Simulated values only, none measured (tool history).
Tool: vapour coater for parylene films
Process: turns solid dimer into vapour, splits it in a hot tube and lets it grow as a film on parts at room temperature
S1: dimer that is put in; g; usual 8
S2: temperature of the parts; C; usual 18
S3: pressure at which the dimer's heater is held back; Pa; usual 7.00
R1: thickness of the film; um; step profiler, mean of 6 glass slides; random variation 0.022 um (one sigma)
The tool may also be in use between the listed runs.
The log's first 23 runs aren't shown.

run	day	S1	S2	S3	R1
24	12.042	7	11	11.69	3.50
25	12.483	3	15	7.00	1.32
26	13.129	4	15	3.20	1.94
27	13.650	4	11	5.69	2.17
28	13.983	6	10	2.19	3.82
29	14.529	3	18	2.57	1.30
30	15.083	4	18	7.00	1.53
31	15.575	8	18	10.82	2.90
32	16.304	8	18	3.30	3.36
33	16.879	11	24	7.00	3.09
34	17.258	11	17	6.73	4.37
35	17.912	10	13	8.94	4.72
36	18.367	3	22	2.76	1.06
37	18.771	7	16	3.25	3.20
38	19.475	7	16	3.25	3.17
39	19.817	7	16	3.25	3.18
40	20.421	6	13	2.25	3.30
41	20.958	6	14	2.38	3.14
42	21.375	11	16	7.75	4.58
43	21.933	9	14	7.75	4.11
44	22.371	4	11	10.07	2.01
45	22.746	5	11	10.07	2.54

Forecast each of these 4 alternatives for the next run:
A	23.292	5	27	6.52	?
B	23.292	6	24	10.07	?
C	23.292	8	22	3.80	?
D	23.292	13	13	3.03	?

run	R1
A	1.25
B	1.62
C	2.67
D	6.93
Without the tool's hidden state the same runs would have given:
run	R1
A	1.26
B	1.63
C	2.68
D	6.95
